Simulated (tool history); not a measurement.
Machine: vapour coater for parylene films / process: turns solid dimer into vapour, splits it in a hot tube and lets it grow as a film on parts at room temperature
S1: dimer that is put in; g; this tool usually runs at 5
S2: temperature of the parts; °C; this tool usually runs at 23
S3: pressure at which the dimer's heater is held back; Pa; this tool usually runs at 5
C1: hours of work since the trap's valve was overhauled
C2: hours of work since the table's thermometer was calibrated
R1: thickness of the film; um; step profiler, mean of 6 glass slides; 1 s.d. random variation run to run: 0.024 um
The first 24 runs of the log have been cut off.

run,day,S1,S2,S3,C1,C2,R1
25,21.271,4,25,5,613,87,1.12
26,22.138,3,26,6.28,630,104,0.82
27,22.962,3,26,6.28,646,120,0.77
# day 24.242: trap's valve overhauled
28,24.242,5,16,4.13,0,142,2.21
29,25.117,2,16,4.13,17,159,0.89
30,26.062,9,17,3.09,35,177,3.98
31,26.883,9,17,3.09,51,193,3.96
32,27.858,9,17,3.09,70,211,3.97
33,28.583,4,32,2.09,84,225,0.95
34,29.292,3,25,5,97,239,0.88
35,29.988,5,28,2.07,111,253,1.42
36,31.029,3,33,3.15,131,273,0.64
37,32.079,6,33,4.13,151,293,1.24
38,32.775,6,33,4.13,165,306,1.24
39,33.904,6,33,4.13,187,328,1.25
40,34.812,6,33,4.13,204,346,1.24
41,35.396,7,27,5,215,357,1.87
42,36.396,3,23,2.1,235,376,1.06
43,36.954,2,24,2.12,245,387,0.69
44,37.571,8,34,4.56,257,399,1.55
45,38.438,7,18,7.12,274,416,2.81
46,39.554,7,18,7.12,296,437,2.77
47,40.429,7,18,7.12,312,454,2.73

Alternative continuations, all from the tool just after run 47; predict every row:
A,41.192,8,16,7.12,327,469,?
B,41.192,5,18,2.47,327,469,?
C,41.192,4,16,2.33,327,469,?

run,R1
A,3.39
B,2.11
C,1.7
What these runs would have given with no unlogged condition in the tool:
run,R1
A,3.53
B,2.2
C,1.78

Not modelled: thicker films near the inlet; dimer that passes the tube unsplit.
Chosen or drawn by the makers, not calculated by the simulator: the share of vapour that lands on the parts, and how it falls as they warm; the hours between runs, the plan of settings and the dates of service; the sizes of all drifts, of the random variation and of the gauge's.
